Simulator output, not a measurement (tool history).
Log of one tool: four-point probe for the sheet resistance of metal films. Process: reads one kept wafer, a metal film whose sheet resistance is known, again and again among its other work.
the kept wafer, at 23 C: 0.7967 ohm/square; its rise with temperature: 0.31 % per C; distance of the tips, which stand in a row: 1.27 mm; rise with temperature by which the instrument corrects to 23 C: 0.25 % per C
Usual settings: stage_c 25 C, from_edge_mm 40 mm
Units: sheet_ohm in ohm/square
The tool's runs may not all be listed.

Run 1, hour 0: usual settings. Result: sheet_ohm 0.796243 ohm/square.
Run 2, hour 16.5: usual settings. Result: sheet_ohm 0.796848 ohm/square.
Run 3, hour 26.2: usual settings. Result: sheet_ohm 0.79673 ohm/square.
Run 4, hour 36.5: usual settings. Result: sheet_ohm 0.796421 ohm/square.
Run 5, hour 45.2: usual settings. Result: sheet_ohm 0.796397 ohm/square.
Run 6, hour 57.9: usual settings. Result: sheet_ohm 0.796676 ohm/square.
Run 7, hour 67.3: usual settings but stage_c 30 C. Result: sheet_ohm 0.798961 ohm/square.
Run 8, hour 83.1: usual settings but stage_c 30 C. Result: sheet_ohm 0.798867 ohm/square.
Run 9, hour 99.3: usual settings but stage_c 30 C. Result: sheet_ohm 0.798998 ohm/square.
Run 10, hour 120.7: usual settings but stage_c 31 C. Result: sheet_ohm 0.799047 ohm/square.
Run 11, hour 135.6: usual settings. Result: sheet_ohm 0.796579 ohm/square.
Run 12, hour 147.4: usual settings. Result: sheet_ohm 0.796205 ohm/square.
Run 13, hour 159.8: usual settings. Result: sheet_ohm 0.796457 ohm/square.
Run 14, hour 172.7: usual settings but stage_c 35 C. Result: sheet_ohm 0.800397 ohm/square.
Run 15, hour 192.5: usual settings but stage_c 24 C. Result: sheet_ohm 0.796045 ohm/square.
Run 16, hour 206.3: usual settings. Result: sheet_ohm 0.796516 ohm/square.
Run 17, hour 224.4: usual settings but stage_c 32 C, from_edge_mm 5 mm. Result: sheet_ohm 0.825574 ohm/square.
Run 18, hour 240.1: usual settings but stage_c 19 C, from_edge_mm 32 mm. Result: sheet_ohm 0.794218 ohm/square.
Run 19, hour 251.7: usual settings but stage_c 19 C, from_edge_mm 4 mm. Result: sheet_ohm 0.833993 ohm/square.
Run 20, hour 270.4: usual settings but stage_c 30 C, from_edge_mm 8 mm. Result: sheet_ohm 0.808616 ohm/square.
Run 21, hour 286.6: usual settings but stage_c 30 C, from_edge_mm 8 mm. Result: sheet_ohm 0.808312 ohm/square.
Run 22, hour 305.2: usual settings but stage_c 32 C, from_edge_mm 32 mm. Result: sheet_ohm 0.799363 ohm/square.
Run 23, hour 326.7: usual settings but stage_c 20 C, from_edge_mm 12 mm. Result: sheet_ohm 0.798222 ohm/square.
Run 24, hour 339.1: usual settings but stage_c 20 C, from_edge_mm 12 mm. Result: sheet_ohm 0.798312 ohm/square.
Run 25, hour 351.4: usual settings but stage_c 21 C, from_edge_mm 25 mm. Result: sheet_ohm 0.795029 ohm/square.
Run 26, hour 362.2: usual settings but stage_c 21 C, from_edge_mm 41 mm. Result: sheet_ohm 0.794541 ohm/square.
Run 27, hour 376.5: usual settings but from_edge_mm 46 mm. Result: sheet_ohm 0.795898 ohm/square.
Run 28, hour 387.4: usual settings but from_edge_mm 5 mm. Result: sheet_ohm 0.822432 ohm/square.
Run 29, hour 407.2: usual settings but from_edge_mm 5 mm. Result: sheet_ohm 0.822203 ohm/square.
Run 30, hour 425.5: usual settings but stage_c 27 C. Result: sheet_ohm 0.796452 ohm/square.
Run 31, hour 444.1: usual settings but stage_c 24 C, from_edge_mm 38 mm. Result: sheet_ohm 0.795511 ohm/square.
Run 32, hour 465.2: usual settings but stage_c 24 C, from_edge_mm 38 mm. Result: sheet_ohm 0.79538 ohm/square.

Measured less the same run without the tool's hidden state. The same run-to-run variation is in both; the gauge's scatter may not be:
The hidden state here: inner tips' distance over the nominal, %; tips' flats over new ones', %; wafer's true temperature over the reading, C; drift of the gauge itself on sheet_ohm, %.
run  sheet_ohm
  1  -0.001219
  2  -0.001255
  3  -0.001275
  4  -0.001294
  5  -0.001311
  6  -0.001337
  7  -0.001344
  8  -0.001375
  9  -0.001408
 10  -0.001443
 11  -0.001486
 12  -0.001509
 13  -0.001535
 14  -0.001537
 15  -0.001602
 16  -0.001626
 17  -0.001696
 18  -0.001708
 19  -0.001812
 20  -0.001757
 21  -0.001788
 22  -0.001797
 23  -0.001879
 24  -0.001904
 25  -0.001918
 26  -0.001936
 27  -0.001952
 28  -0.002037
 29  -0.002076
 30  -0.002044
 31  -0.002089
 32  -0.002132
